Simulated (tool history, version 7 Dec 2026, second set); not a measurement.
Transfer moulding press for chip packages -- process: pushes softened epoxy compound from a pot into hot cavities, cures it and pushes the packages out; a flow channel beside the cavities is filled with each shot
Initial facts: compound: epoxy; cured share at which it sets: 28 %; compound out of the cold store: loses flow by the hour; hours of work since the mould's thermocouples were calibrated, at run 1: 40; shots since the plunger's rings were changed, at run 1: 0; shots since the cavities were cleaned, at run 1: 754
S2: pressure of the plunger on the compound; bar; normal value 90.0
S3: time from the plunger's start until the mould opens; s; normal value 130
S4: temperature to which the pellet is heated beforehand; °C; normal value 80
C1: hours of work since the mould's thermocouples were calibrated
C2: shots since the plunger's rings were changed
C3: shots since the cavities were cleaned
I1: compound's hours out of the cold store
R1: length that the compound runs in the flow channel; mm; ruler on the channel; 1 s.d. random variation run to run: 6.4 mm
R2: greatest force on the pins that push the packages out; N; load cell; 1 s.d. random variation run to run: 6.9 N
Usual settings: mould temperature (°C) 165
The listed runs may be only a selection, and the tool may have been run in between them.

Run 1, hour 0.0: usual settings; C1 40; C2 0; C3 754; I1 19.1. Result: R1 732 mm, R2 568 N.
At hour 18.3: cavities cleaned with cleaning compound and waxed.
Run 2, hour 25.2: usual settings; C1 50; C2 144; C3 42; I1 16.0. Result: R1 735 mm, R2 734 N.
Run 3, hour 60.0: usual settings but S3 126 s; C1 65; C2 355; C3 253; I1 40.9. Result: R1 672 mm, R2 737 N.
Run 4, hour 105.3: usual settings but S2 87.0 bar, S3 126 s; C1 85; C2 629; C3 527; I1 29.1. Result: R1 684 mm, R2 709 N.
Run 5, hour 130.0: usual settings but S4 78 °C; C1 96; C2 779; C3 677; I1 15.3. Result: R1 720 mm, R2 709 N.
At hour 160.9: cavities cleaned with cleaning compound and waxed.
Run 6, hour 183.1: usual settings but S4 78 °C; C1 118; C2 1092; C3 135; I1 23.7. Result: R1 702 mm, R2 368 N.
Run 7, hour 209.3: usual settings but S4 78 °C; C1 130; C2 1251; C3 294; I1 27.5. Result: R1 683 mm, R2 444 N.
Run 8, hour 253.1: usual settings but S3 155 s; C1 149; C2 1517; C3 560; I1 27.1. Result: R1 689 mm, R2 471 N.
Run 9, hour 280.3: usual settings; C1 160; C2 1681; C3 724; I1 39.8. Result: R1 658 mm, R2 547 N.
At hour 294.1: cavities cleaned with cleaning compound and waxed, once more.
Run 10, hour 322.9: usual settings; C1 178; C2 1931; C3 175; I1 18.4. Result: R1 702 mm, R2 380 N.
Run 11, hour 359.9: usual settings; C1 195; C2 2155; C3 399; I1 41.1. Result: R1 651 mm, R2 463 N.
Run 12, hour 402.7: usual settings; C1 213; C2 2415; C3 659; I1 43.2. Result: R1 635 mm, R2 525 N.
At hour 434.1: cavities cleaned with cleaning compound and waxed.
Run 13, hour 441.4: usual settings but S3 151 s; C1 229; C2 2640; C3 44; I1 8.2. Result: R1 701 mm, R2 298 N.
Run 14, hour 493.0: usual settings but S3 151 s; C1 252; C2 2953; C3 357; I1 25.9. Result: R1 665 mm, R2 413 N.
Run 15, hour 544.5: usual settings but S3 151 s; C1 274; C2 3265; C3 669; I1 35.8. Result: R1 645 mm, R2 488 N.
Run 16, hour 568.3: usual settings but S3 113 s; C1 285; C2 3410; C3 814; I1 18.2. Result: R1 675 mm, R2 674 N.
At hour 576.1: cavities cleaned with cleaning compound and waxed.
Run 17, hour 612.5: usual settings but S3 113 s; C1 303; C2 3669; C3 221; I1 22.9. Result: R1 666 mm, R2 481 N.
Run 18, hour 658.1: usual settings but S3 113 s, S4 81 °C; C1 323; C2 3945; C3 497; I1 12.2. Result: R1 684 mm, R2 606 N.
Run 19, hour 698.9: usual settings but S3 162 s; C1 341; C2 4193; C3 745; I1 12.7. Result: R1 679 mm, R2 494 N.
At hour 718.3: cavities cleaned with cleaning compound and waxed.
Run 20, hour 722.1: usual settings but mould temperature (°C) 172, S2 81.2 bar, S3 142 s, S4 79 °C; C1 350; C2 4325; C3 24; I1 33.3. Result: R1 571 mm, R2 266 N.
Run 21, hour 745.2: usual settings but mould temperature (°C) 172, S2 81.2 bar, S3 142 s, S4 79 °C; C1 360; C2 4465; C3 164; I1 13.0. Result: R1 619 mm, R2 321 N.
Run 22, hour 771.2: usual settings but S2 71.1 bar; C1 372; C2 4622; C3 321; I1 22.1. Result: R1 584 mm, R2 446 N.
Run 23, hour 807.5: usual settings but mould temperature (°C) 167, S2 71.1 bar, S4 73 °C; C1 388; C2 4842; C3 541; I1 11.4. Result: R1 586 mm, R2 488 N.
Run 24, hour 837.9: usual settings but S3 147 s; C1 401; C2 5027; C3 726; I1 14.1. Result: R1 660 mm, R2 503 N.
At hour 859.0: cavities cleaned with cleaning compound and waxed.
Run 25, hour 887.4: usual settings but S3 147 s; C1 422; C2 5318; C3 172; I1 10.3. Result: R1 662 mm, R2 349 N.
Run 26, hour 925.3: usual settings but S2 89.1 bar, S4 81 °C; C1 438; C2 5548; C3 402; I1 24.1. Result: R1 624 mm, R2 463 N.
Run 27, hour 963.8: usual settings but S2 89.1 bar, S4 81 °C; C1 455; C2 5781; C3 635; I1 26.0. Result: R1 626 mm, R2 523 N.
At hour 987.9: plunger's sealing rings changed.
At hour 1001.4: cavities cleaned with cleaning compound and waxed.
Run 28, hour 1014.6: usual settings but S3 116 s; C1 475; C2 153; C3 80; I1 29.5. Result: R1 686 mm, R2 369 N.
Run 29, hour 1048.4: usual settings but mould temperature (°C) 158, S4 77 °C; C1 490; C2 358; C3 285; I1 12.1. Result: R1 766 mm, R2 640 N.

Predict each of these 3 candidate next runs independently; none follows another, all start after run 29:
Run A, hour 1097.8: usual settings but mould temperature (°C) 171, S2 107.4 bar, S4 89 °C; C1 512; C2 657; C3 584; I1 22.3. Result: R1 ?, R2 ?.
Run B, hour 1097.8: usual settings but mould temperature (°C) 164, S4 77 °C; C1 512; C2 657; C3 584; I1 9.1. Result: R1 ?, R2 ?.
Run C, hour 1097.8: usual settings but S2 90.5 bar, S3 123 s, S4 85 °C; C1 512; C2 657; C3 584; I1 22.2. Result: R1 ?, R2 ?.

run   R1   R2
  A  739  462
  B  738  540
  C  704  528
Stripped of hidden state, with their random variation kept, the same runs would have yielded:
run   R1   R2
  A  756  246
  B  756  300
  C  721  295

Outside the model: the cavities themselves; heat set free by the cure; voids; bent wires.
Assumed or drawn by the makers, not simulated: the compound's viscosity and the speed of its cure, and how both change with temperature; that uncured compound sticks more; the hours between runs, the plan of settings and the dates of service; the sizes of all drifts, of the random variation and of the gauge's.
